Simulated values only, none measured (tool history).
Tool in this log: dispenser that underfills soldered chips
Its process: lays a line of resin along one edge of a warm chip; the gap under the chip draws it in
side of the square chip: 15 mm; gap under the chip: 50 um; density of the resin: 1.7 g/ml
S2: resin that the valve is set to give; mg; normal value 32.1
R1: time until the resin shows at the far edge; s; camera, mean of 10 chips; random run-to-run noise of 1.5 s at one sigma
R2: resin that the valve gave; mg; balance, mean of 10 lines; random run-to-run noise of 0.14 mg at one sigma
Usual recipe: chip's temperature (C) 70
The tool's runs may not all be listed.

Run 1, hour 0.0: usual settings. Result: R1 158.3 s, R2 28.92 mg.
Run 2, hour 4.3: usual settings. Result: R1 197.0 s, R2 28.90 mg.
Run 3, hour 9.1: usual settings. Result: R1 251.0 s, R2 28.79 mg.
Run 4, hour 15.8: usual settings but chip's temperature (C) 61. Result: R1 503.3 s, R2 28.41 mg.
Run 5, hour 22.8: usual settings but chip's temperature (C) 61. Result: R1 268.9 s, R2 28.41 mg.
Run 6, hour 30.4: usual settings but S2 36.5 mg. Result: R1 257.2 s, R2 32.28 mg.
Run 7, hour 34.4: usual settings but S2 36.5 mg. Result: R1 326.1 s, R2 32.05 mg.
Run 8, hour 42.7: usual settings but S2 36.5 mg. Result: R1 186.3 s, R2 31.76 mg.
Run 9, hour 48.5: usual settings. Result: R1 259.5 s, R2 27.82 mg.
Run 10, hour 53.8: usual settings. Result: R1 328.8 s, R2 27.92 mg.
Run 11, hour 59.3: usual settings. Result: R1 167.1 s, R2 27.69 mg.
Run 12, hour 66.3: usual settings. Result: R1 236.3 s, R2 27.83 mg.
Run 13, hour 73.3: usual settings. Result: R1 335.9 s, R2 27.48 mg.
Run 14, hour 79.4: usual settings. Result: R1 158.3 s, R2 32.23 mg.
Run 15, hour 87.2: usual settings. Result: R1 232.3 s, R2 32.02 mg.
Run 16, hour 93.6: usual settings. Result: R1 321.6 s, R2 31.83 mg.
Run 17, hour 99.1: usual settings. Result: R1 159.9 s, R2 31.51 mg.
Run 18, hour 103.6: usual settings but chip's temperature (C) 58. Result: R1 326.8 s, R2 31.71 mg.
Run 19, hour 109.9: usual settings but chip's temperature (C) 84, S2 39.6 mg. Result: R1 157.4 s, R2 39.00 mg.
Run 20, hour 113.9: usual settings but chip's temperature (C) 67, S2 36.8 mg. Result: R1 365.5 s, R2 36.00 mg.
Run 21, hour 118.8: usual settings but chip's temperature (C) 59, S2 30.4 mg. Result: R1 253.0 s, R2 29.84 mg.
Run 22, hour 124.1: usual settings but chip's temperature (C) 67, S2 28.8 mg. Result: R1 238.8 s, R2 27.96 mg.
Run 23, hour 128.0: usual settings but chip's temperature (C) 69, S2 35.8 mg. Result: R1 263.0 s, R2 35.01 mg.
Run 24, hour 136.7: usual settings but chip's temperature (C) 83, S2 34.8 mg. Result: R1 236.1 s, R2 33.66 mg.
Run 25, hour 143.0: usual settings but chip's temperature (C) 61, S2 28.0 mg. Result: R1 302.6 s, R2 27.04 mg.
Run 26, hour 150.4: usual settings but chip's temperature (C) 58, S2 40.8 mg. Result: R1 478.1 s, R2 39.00 mg.
Run 27, hour 154.5: usual settings but chip's temperature (C) 76, S2 30.7 mg. Result: R1 283.0 s, R2 29.11 mg.
Run 28, hour 160.1: usual settings but chip's temperature (C) 78, S2 37.4 mg. Result: R1 135.0 s, R2 35.52 mg.
Run 29, hour 167.9: usual settings but chip's temperature (C) 67, S2 30.6 mg. Result: R1 304.2 s, R2 28.77 mg.
Run 30, hour 172.8: usual settings but chip's temperature (C) 67, S2 30.6 mg. Result: R1 394.0 s, R2 29.08 mg.
Run 31, hour 179.6: usual settings but chip's temperature (C) 71, S2 30.3 mg. Result: R1 177.7 s, R2 28.54 mg.
Run 32, hour 187.2: usual settings but chip's temperature (C) 71, S2 30.3 mg. Result: R1 255.7 s, R2 28.48 mg.
Run 33, hour 192.4: usual settings but chip's temperature (C) 71, S2 30.3 mg. Result: R1 332.6 s, R2 28.34 mg.
Run 34, hour 199.5: usual settings but chip's temperature (C) 57, S2 33.0 mg. Result: R1 312.7 s, R2 30.55 mg.
Run 35, hour 207.1: usual settings but chip's temperature (C) 57, S2 33.0 mg. Result: R1 459.0 s, R2 30.61 mg.

Not shown: 11 entries that the log had between the listed runs. Between which runs, and how does the tool's hidden state differ before and after?
In the gap between runs 4 and 5: new syringe of resin (hour 19.8)
  resin's viscosity, % of fresh resin's: 219.9 -> 115.6; dose that the valve gives, % of what is set: 88.94 -> 88.52; true chip temperature over the reading, C: -0.82 -> -0.84
  measured minus no-state result, R1: +285.5 -> +47.7 s; R2: -3.53 -> -3.69 mg
In the gap between runs 7 and 8: new syringe of resin (hour 39.2)
  resin's viscosity, % of fresh resin's: 206.2 -> 118.3; dose that the valve gives, % of what is set: 87.76 -> 87.24; true chip temperature over the reading, C: -0.87 -> -0.9
  measured minus no-state result, R1: +174.4 -> +35.7 s; R2: -4.48 -> -4.65 mg
In the gap between runs 10 and 11: new syringe of resin (hour 58.5)
  resin's viscosity, % of fresh resin's: 205.6 -> 103.8; dose that the valve gives, % of what is set: 86.58 -> 86.29; true chip temperature over the reading, C: -0.93 -> -0.95
  measured minus no-state result, R1: +177.9 -> +15.1 s; R2: -4.32 -> -4.40 mg
In the gap between runs 13 and 14: new syringe of resin (hour 78.0); dispensing valve cleaned and set on the balance (hour 79.4)
  resin's viscosity, % of fresh resin's: 207.9 -> 100.6; dose that the valve gives, % of what is set: 85.44 -> 100.03; true chip temperature over the reading, C: -0.99 -> -1
  measured minus no-state result, R1: +184.0 -> +7.1 s; R2: -4.66 -> +0.01 mg
In the gap between runs 16 and 17: new syringe of resin (hour 98.6)
  resin's viscosity, % of fresh resin's: 204 -> 101.1; dose that the valve gives, % of what is set: 99.15 -> 98.83; true chip temperature over the reading, C: -1.04 -> -1.06
  measured minus no-state result, R1: +170.6 -> +8.4 s; R2: -0.27 -> -0.38 mg
In the gap between runs 20 and 21: new syringe of resin (hour 118.3)
  resin's viscosity, % of fresh resin's: 210.6 -> 101.9; dose that the valve gives, % of what is set: 97.98 -> 97.71; true chip temperature over the reading, C: -1.1 -> -1.11
  measured minus no-state result, R1: +199.9 -> +17.0 s; R2: -0.75 -> -0.70 mg
In the gap between runs 24 and 25: new syringe of resin (hour 138.0)
  resin's viscosity, % of fresh resin's: 248 -> 127.3; dose that the valve gives, % of what is set: 96.67 -> 96.31; true chip temperature over the reading, C: -1.17 -> -1.19
  measured minus no-state result, R1: +145.2 -> +78.1 s; R2: -1.16 -> -1.04 mg
In the gap between runs 27 and 28: new syringe of resin (hour 157.3)
  resin's viscosity, % of fresh resin's: 225.3 -> 114.4; dose that the valve gives, % of what is set: 95.6 -> 95.29; true chip temperature over the reading, C: -1.22 -> -1.24
  measured minus no-state result, R1: +163.7 -> +22.6 s; R2: -1.34 -> -1.76 mg
In the gap between runs 30 and 31: new syringe of resin (hour 177.0)
  resin's viscosity, % of fresh resin's: 215.4 -> 113.9; dose that the valve gives, % of what is set: 94.53 -> 94.15; true chip temperature over the reading, C: -1.27 -> -1.29
  measured minus no-state result, R1: +221.7 -> +30.7 s; R2: -1.69 -> -1.78 mg
In the gap between runs 33 and 34: new syringe of resin (hour 196.8)
  resin's viscosity, % of fresh resin's: 214.8 -> 112.8; dose that the valve gives, % of what is set: 93.41 -> 92.97; true chip temperature over the reading, C: -1.33 -> -1.35
  measured minus no-state result, R1: +187.0 -> +53.0 s; R2: -2.00 -> -2.31 mg

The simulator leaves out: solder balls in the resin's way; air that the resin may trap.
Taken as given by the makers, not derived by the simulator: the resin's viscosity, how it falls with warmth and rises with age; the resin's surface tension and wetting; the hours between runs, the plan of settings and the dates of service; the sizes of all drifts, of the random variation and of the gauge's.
